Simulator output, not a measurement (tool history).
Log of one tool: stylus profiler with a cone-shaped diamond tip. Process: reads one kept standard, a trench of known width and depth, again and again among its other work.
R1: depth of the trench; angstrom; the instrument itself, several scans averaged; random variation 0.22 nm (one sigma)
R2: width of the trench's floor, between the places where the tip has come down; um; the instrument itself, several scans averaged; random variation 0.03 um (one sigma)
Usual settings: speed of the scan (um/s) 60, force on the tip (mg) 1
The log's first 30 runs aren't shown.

Run 31, hour 388.7: usual settings but speed of the scan (um/s) 92, force on the tip (mg) 1.18. Result: R1 10040.1 angstrom, R2 15.13 um.
Run 32, hour 396.2: usual settings but speed of the scan (um/s) 117, force on the tip (mg) 1.28. Result: R1 10045.3 angstrom, R2 14.98 um.
Run 33, hour 410.9: usual settings but speed of the scan (um/s) 117, force on the tip (mg) 1.28. Result: R1 10046.7 angstrom, R2 14.93 um.
Run 34, hour 429: usual settings but speed of the scan (um/s) 117, force on the tip (mg) 0.61. Result: R1 10025.6 angstrom, R2 14.54 um.
Run 35, hour 437.3: usual settings but speed of the scan (um/s) 117, force on the tip (mg) 0.61. Result: R1 10030.2 angstrom, R2 14.51 um.
Run 36, hour 454.7: usual settings but speed of the scan (um/s) 117, force on the tip (mg) 0.61. Result: R1 10028.2 angstrom, R2 14.49 um.
Run 37, hour 465.1: usual settings but speed of the scan (um/s) 117, force on the tip (mg) 0.61. Result: R1 10034 angstrom, R2 14.53 um.
Run 38, hour 479: usual settings but speed of the scan (um/s) 19, force on the tip (mg) 0.89. Result: R1 10037 angstrom, R2 15.81 um.
Run 39, hour 494.3: usual settings but speed of the scan (um/s) 19, force on the tip (mg) 0.89. Result: R1 10035.3 angstrom, R2 15.79 um.
Run 40, hour 507.8: usual settings but speed of the scan (um/s) 30, force on the tip (mg) 1.42. Result: R1 10046.3 angstrom, R2 15.76 um.
Run 41, hour 520.1: usual settings but speed of the scan (um/s) 189, force on the tip (mg) 2.02. Result: R1 10062.6 angstrom, R2 14.64 um.
Run 42, hour 528: usual settings but speed of the scan (um/s) 21, force on the tip (mg) 1.26. Result: R1 10045.8 angstrom, R2 15.83 um.
Run 43, hour 543.1: usual settings but speed of the scan (um/s) 21, force on the tip (mg) 1.26. Result: R1 10041.5 angstrom, R2 15.8 um.
Run 44, hour 552.6: usual settings but speed of the scan (um/s) 39, force on the tip (mg) 2.59. Result: R1 10074.1 angstrom, R2 15.79 um.
Run 45, hour 566.3: usual settings but speed of the scan (um/s) 179, force on the tip (mg) 0.57. Result: R1 10026.4 angstrom, R2 13.6 um.
Run 46, hour 577.2: usual settings but speed of the scan (um/s) 53. Result: R1 10040.3 angstrom, R2 15.5 um.
Run 47, hour 585.2: usual settings but speed of the scan (um/s) 30, force on the tip (mg) 2.95. Result: R1 10081.5 angstrom, R2 15.81 um.

3 ways to go on from here, each from the tool as it stands after run 47. What would each give?
Run A, hour 597.1: usual settings but speed of the scan (um/s) 49, force on the tip (mg) 0.54. Result: R1 ?, R2 ?.
Run B, hour 597.1: usual settings but speed of the scan (um/s) 133, force on the tip (mg) 0.61. Result: R1 ?, R2 ?.
Run C, hour 597.1: usual settings but speed of the scan (um/s) 30, force on the tip (mg) 2.41. Result: R1 ?, R2 ?.

run       R1     R2
  A  10022.7   15.3
  B  10024.4  14.27
  C  10072.1  15.74
Without the tool's hidden state the same runs would have given:
run       R1     R2
  A  10022.6  15.31
  B  10024.2  14.28
  C    10072  15.74

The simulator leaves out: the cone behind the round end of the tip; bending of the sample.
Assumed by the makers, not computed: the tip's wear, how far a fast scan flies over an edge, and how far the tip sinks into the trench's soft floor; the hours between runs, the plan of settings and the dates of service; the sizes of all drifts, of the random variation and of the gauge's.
